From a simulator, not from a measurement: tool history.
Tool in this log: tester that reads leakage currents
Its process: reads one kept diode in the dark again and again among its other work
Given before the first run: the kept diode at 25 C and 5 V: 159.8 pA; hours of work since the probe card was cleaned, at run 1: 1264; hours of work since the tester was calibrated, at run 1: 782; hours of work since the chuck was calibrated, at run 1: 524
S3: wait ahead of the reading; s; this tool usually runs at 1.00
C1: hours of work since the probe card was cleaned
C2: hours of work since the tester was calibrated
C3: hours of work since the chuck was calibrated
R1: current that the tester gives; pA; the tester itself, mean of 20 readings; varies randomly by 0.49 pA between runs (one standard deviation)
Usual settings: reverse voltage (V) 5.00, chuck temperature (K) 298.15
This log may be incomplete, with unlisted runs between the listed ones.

run 1 hour=0.0 | reverse_voltage_(V)=5.00 chuck_temperature_(K)=298.15 S3=1.00 | C1=1264 C2=782 C3=524 | R1=161.56
run 2 hour=17.7 | reverse_voltage_(V)=5.00 chuck_temperature_(K)=295.15 S3=1.00 | C1=1277 C2=796 C3=538 | R1=123.73
run 3 hour=40.0 | reverse_voltage_(V)=5.00 chuck_temperature_(K)=298.15 S3=0.78 | C1=1294 C2=812 C3=554 | R1=161.25
run 4 hour=53.9 | reverse_voltage_(V)=5.00 chuck_temperature_(K)=298.15 S3=0.78 | C1=1305 C2=823 C3=565 | R1=161.14
run 5 hour=69.1 | reverse_voltage_(V)=5.00 chuck_temperature_(K)=298.15 S3=0.35 | C1=1316 C2=834 C3=576 | R1=163.38
run 6 hour=95.6 | reverse_voltage_(V)=5.00 chuck_temperature_(K)=298.15 S3=0.35 | C1=1336 C2=854 C3=596 | R1=162.92
run 7 hour=115.1 | reverse_voltage_(V)=1.97 chuck_temperature_(K)=298.15 S3=0.35 | C1=1351 C2=869 C3=611 | R1=108.08

Run 8 comes next. What will it give?
run 8 hour=130.4 | reverse_voltage_(V)=1.97 chuck_temperature_(K)=298.15 S3=0.35 | C1=1363 C2=881 C3=623 | R1=?

R1: 108.10 pA
Minus the tool's unlogged condition, the same run would have read R1 108.00 pA.

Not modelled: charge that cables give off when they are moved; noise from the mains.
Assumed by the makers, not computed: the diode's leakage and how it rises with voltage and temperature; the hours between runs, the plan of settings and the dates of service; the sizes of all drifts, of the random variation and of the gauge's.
